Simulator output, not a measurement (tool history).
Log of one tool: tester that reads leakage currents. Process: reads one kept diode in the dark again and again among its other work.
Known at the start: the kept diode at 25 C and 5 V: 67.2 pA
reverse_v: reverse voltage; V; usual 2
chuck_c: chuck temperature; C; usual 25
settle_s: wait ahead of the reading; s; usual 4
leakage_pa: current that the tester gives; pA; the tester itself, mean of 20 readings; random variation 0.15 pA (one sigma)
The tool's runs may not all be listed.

run      day  reverse_v  chuck_c  settle_s  leakage_pa
  1        0          2       25         4       51.81
  2    5.092          2       25      4.91       52.21
  3   11.588          2       25         4       52.86
  4   19.433          2       25         4       53.37
  5    25.15       1.09       25         4       43.21
  6   33.371        1.7       25         4       51.59
  7   41.112        1.7       25         4       52.24
       41.75  -- probe card cleaned and baked
        48.7  -- tester calibrated
  8   51.017       3.89       25         4       69.42
  9   57.721       3.89       25         4       70.21
 10   63.638       3.89       25         4       70.97
 11   70.271       3.89       25         4       71.77
 12   76.129       3.89       25         4       72.08
 13   82.383          2       25         4       57.18
 14   87.242          2       25         4       57.73
 15   93.375          2       25         4       57.99
 16  101.854          2       25      0.96        59.5
     107.029  -- chuck's temperature calibrated
 17  112.058          2       25      0.96       50.07
 18  116.967          2       25      0.96       50.33
 19  123.988          2       25         4       50.12
 20  133.688          2       25         4       50.83
 21  142.612          2       23      0.54       45.35
 22  148.854       2.42       23       5.7       48.07
 23  158.546       2.42       47       5.7      283.13
 24  166.325       8.69       58      7.59      944.97
 25  170.904          2       25         4       53.93
 26  176.108          2       23      1.24       46.81
 27    186.2          2       51      3.15      358.88
 28  195.196       3.08       51      3.15       426.5
 29  204.121       3.08       51      3.54      430.09
 30  208.879       3.08       51      3.54      434.58
     213.925  -- probe card cleaned and baked
 31  217.558       3.08       53      3.54      495.94
     226.575  -- tester calibrated
 32  227.779          2       25      1.15       57.24
 33  233.462       4.95       25      3.02       80.31
 34   239.05       4.95       25      3.02        80.9
     244.175  -- chuck's temperature calibrated
 35   245.65       4.95       25      3.02       68.68
 36  251.579       4.95       25      3.02        68.9
 37  258.033       1.27       31         4        66.7
 38  262.771       1.27       25      0.79       42.75
 39  271.796       1.27       30      0.67       63.42

4 ways to go on from here, each from the tool as it stands after run 39. What would each give?
  A  280.188       1.27       30       1.8           ?
  B  280.188       2.57       24      6.29           ?
  C  280.188       1.13       54      3.44           ?
  D  280.188       1.87       39      1.42           ?

run  leakage_pa
  A       63.88
  B       52.24
  C       333.2
  D      144.51
Without the tool's hidden state the same runs would have given:
run  leakage_pa
  A       60.13
  B       48.84
  C      316.66
  D      136.56
